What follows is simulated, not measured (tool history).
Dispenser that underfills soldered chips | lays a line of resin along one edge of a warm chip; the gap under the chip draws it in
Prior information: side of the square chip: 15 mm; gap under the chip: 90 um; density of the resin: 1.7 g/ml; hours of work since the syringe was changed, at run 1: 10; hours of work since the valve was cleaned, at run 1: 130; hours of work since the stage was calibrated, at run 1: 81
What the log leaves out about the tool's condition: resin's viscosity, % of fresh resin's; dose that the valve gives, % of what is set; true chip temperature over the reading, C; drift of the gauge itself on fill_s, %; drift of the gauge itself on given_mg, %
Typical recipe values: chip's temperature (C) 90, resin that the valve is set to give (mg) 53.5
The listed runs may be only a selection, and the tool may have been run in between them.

run,hour,chip's temperature (C),resin that the valve is set to give (mg),hours of work since the syringe was changed,hours of work since the valve was cleaned,hours of work since the stage was calibrated,time until the resin shows at the far edge (s),resin that the valve gave (mg)
1,0.0,90,53.5,10,130,81,129.0,47.51
# hour 4.1: new syringe of resin
2,4.3,90,53.5,0,132,84,77.1,47.08
3,12.6,97,53.5,5,137,89,76.1,47.20
4,17.2,90,60.1,8,140,92,117.4,52.51
# hour 20.8: dispensing valve cleaned and set on the balance
5,22.2,90,60.1,11,1,95,132.7,60.46
# hour 24.0: new syringe of resin
6,28.9,90,60.1,3,5,99,88.9,59.87
7,35.1,90,53.5,7,9,103,109.6,53.24
8,41.2,90,53.5,11,13,107,139.2,52.96
# hour 43.1: new syringe of resin
9,48.4,88,53.5,3,17,111,97.8,52.90
10,54.4,88,53.5,7,21,115,122.6,52.55
# hour 62.3: new syringe of resin
11,62.9,88,53.5,0,26,120,84.3,52.17
12,69.9,88,53.5,5,30,124,106.7,52.10
13,77.7,90,53.5,10,35,129,131.2,51.91
# hour 81.2: new syringe of resin
14,82.2,90,53.5,1,38,132,77.2,51.68
15,87.1,90,65.9,4,41,135,94.0,63.12
16,94.8,95,60.4,9,46,140,98.2,57.30
17,99.5,95,60.4,12,49,143,115.3,57.80
# hour 100.6: new syringe of resin
18,108.6,84,48.4,5,55,148,134.4,46.07
19,115.8,82,50.1,10,59,153,190.4,47.17
# hour 119.5: new syringe of resin
20,120.4,78,48.7,1,62,156,139.0,45.67
21,127.8,78,48.7,5,67,160,179.5,45.85
22,131.9,90,67.8,8,69,163,118.7,63.41
# hour 138.7: new syringe of resin
23,141.1,76,69.2,2,75,169,151.5,63.86
24,145.7,76,53.0,4,78,171,182.2,48.87
25,152.3,76,53.0,9,82,176,233.8,48.86
# hour 157.8: new syringe of resin
26,160.5,76,53.0,2,87,181,158.1,48.57
27,166.2,76,53.0,5,90,184,195.8,48.47
28,173.8,90,64.5,10,95,189,134.0,58.87
# hour 176.9: new syringe of resin
29,182.5,90,64.5,3,101,194,92.3,58.15
30,190.0,89,45.6,8,105,199,135.8,40.91

Some steps in time until the resin shows at the far edge (s), run to run, broken into two amounts with sign: the step expected even without the hidden condition (settings, incoming material, random variation), and the rest, left for the hidden condition together with whatever gauge scatter is not in both the measured and the hidden-condition-free result:
Run 1 -> 2: new syringe of resin. time until the resin shows at the far edge (s) -51.9: hidden state -52.8, all else +0.9.
Run 19 -> 20: chip's temperature (C) 82 -> 78, resin that the valve is set to give (mg) 50.1 -> 48.7, new syringe of resin. time until the resin shows at the far edge (s) -51.4: hidden state -71.5, all else +20.1.
Run 21 -> 22: chip's temperature (C) 78 -> 90, resin that the valve is set to give (mg) 48.7 -> 67.8. time until the resin shows at the far edge (s) -60.8: hidden state -8.0, all else -52.8.
Run 25 -> 26: new syringe of resin. time until the resin shows at the far edge (s) -75.7: hidden state -73.5, all else -2.2.
Run 27 -> 28: chip's temperature (C) 76 -> 90, resin that the valve is set to give (mg) 53.0 -> 64.5. time until the resin shows at the far edge (s) -61.8: hidden state +3.7, all else -65.5.
